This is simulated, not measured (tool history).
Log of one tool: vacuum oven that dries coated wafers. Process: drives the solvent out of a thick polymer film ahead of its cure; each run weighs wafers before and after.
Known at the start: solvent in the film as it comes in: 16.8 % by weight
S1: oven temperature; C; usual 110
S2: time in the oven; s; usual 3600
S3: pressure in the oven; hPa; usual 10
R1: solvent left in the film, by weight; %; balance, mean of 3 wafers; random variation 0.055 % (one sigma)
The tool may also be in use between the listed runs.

{"run": 1, "hour": 0.0, "S1": 110, "S2": 3600, "S3": 10, "R1": 2.12}
{"run": 2, "hour": 19.4, "S1": 100, "S2": 3600, "S3": 10, "R1": 4.07}
{"run": 3, "hour": 48.0, "S1": 100, "S2": 3600, "S3": 10, "R1": 3.95}
{"run": 4, "hour": 78.5, "S1": 100, "S2": 3900, "S3": 10, "R1": 3.84}
{"run": 5, "hour": 114.6, "S1": 100, "S2": 3900, "S3": 10, "R1": 3.84}
{"run": 6, "hour": 141.2, "S1": 110, "S2": 6180, "S3": 10, "R1": 1.58}
{"run": 7, "hour": 158.0, "S1": 110, "S2": 6180, "S3": 10, "R1": 1.53}
{"run": 8, "hour": 176.9, "S1": 110, "S2": 6180, "S3": 10, "R1": 1.54}
{"run": 9, "hour": 209.0, "S1": 105, "S2": 3600, "S3": 10, "R1": 2.98}
{"run": 10, "hour": 242.3, "S1": 105, "S2": 3600, "S3": 10, "R1": 3.12}
{"run": 11, "hour": 277.3, "S1": 105, "S2": 3600, "S3": 10, "R1": 2.94}
{"run": 12, "hour": 307.6, "S1": 105, "S2": 3600, "S3": 10, "R1": 3.02}
{"run": 13, "hour": 325.2, "S1": 105, "S2": 3600, "S3": 10, "R1": 3}
{"run": 14, "hour": 350.2, "S1": 110, "S2": 1920, "S3": 10, "R1": 4.28}
{"run": 15, "hour": 378.4, "S1": 110, "S2": 3600, "S3": 25.1, "R1": 4.11}
{"run": 16, "hour": 404.7, "S1": 110, "S2": 3600, "S3": 25.1, "R1": 4.06}
{"run": 17, "hour": 440.7, "S1": 110, "S2": 3600, "S3": 10, "R1": 2.25}
{"run": 18, "hour": 477.1, "S1": 110, "S2": 3600, "S3": 10, "R1": 2.27}
{"run": 19, "hour": 502.8, "S1": 110, "S2": 3600, "S3": 10, "R1": 2.32}
{"hour": 505.8, "done": "vacuum gauge cleaned of residue and calibrated"}
{"run": 20, "hour": 535.0, "S1": 112, "S2": 3600, "S3": 12.8, "R1": 2.37}
{"run": 21, "hour": 563.1, "S1": 113, "S2": 3600, "S3": 5.7, "R1": 1.42}
{"run": 22, "hour": 596.2, "S1": 113, "S2": 3600, "S3": 39.7, "R1": 5.27}
{"run": 23, "hour": 615.9, "S1": 113, "S2": 3600, "S3": 39.7, "R1": 5.32}
{"hour": 632.7, "done": "vacuum gauge cleaned of residue and calibrated, once more"}
{"run": 24, "hour": 643.9, "S1": 110, "S2": 3360, "S3": 6.3, "R1": 1.68}
{"run": 25, "hour": 665.7, "S1": 98, "S2": 3600, "S3": 26.8, "R1": 7.07}
{"run": 26, "hour": 689.0, "S1": 98, "S2": 3600, "S3": 26.8, "R1": 7.08}
{"run": 27, "hour": 716.5, "S1": 111, "S2": 2700, "S3": 20.4, "R1": 3.71}
{"run": 28, "hour": 733.6, "S1": 98, "S2": 3780, "S3": 20.4, "R1": 5.87}
{"run": 29, "hour": 755.0, "S1": 98, "S2": 3780, "S3": 20.4, "R1": 5.81}
{"run": 30, "hour": 790.6, "S1": 99, "S2": 3780, "S3": 39.6, "R1": 8.49}
{"run": 31, "hour": 816.9, "S1": 109, "S2": 4320, "S3": 6.1, "R1": 1.3}
{"run": 32, "hour": 852.6, "S1": 109, "S2": 4320, "S3": 6.1, "R1": 1.28}
{"run": 33, "hour": 888.9, "S1": 102, "S2": 3660, "S3": 26.8, "R1": 5.72}
{"run": 34, "hour": 925.6, "S1": 122, "S2": 4800, "S3": 24.8, "R1": 2.24}

5 ways to go on from here, each from the tool as it stands after run 34. What would each give?
{"run": "A", "hour": 951.5, "S1": 120, "S2": 4800, "S3": 10.2, "R1": "?"}
{"run": "B", "hour": 951.5, "S1": 100, "S2": 1980, "S3": 21.2, "R1": "?"}
{"run": "C", "hour": 951.5, "S1": 99, "S2": 4560, "S3": 30.8, "R1": "?"}
{"run": "D", "hour": 951.5, "S1": 114, "S2": 4800, "S3": 36.4, "R1": "?"}
{"run": "E", "hour": 951.5, "S1": 110, "S2": 3120, "S3": 7, "R1": "?"}

run=A R1=1.06
run=B R1=7.69
run=C R1=6.86
run=D R1=4.27
run=E R1=1.94
Without the tool's hidden state the same runs would have given:
run=A R1=1.11
run=B R1=8.32
run=C R1=7.51
run=D R1=4.61
run=E R1=2.25
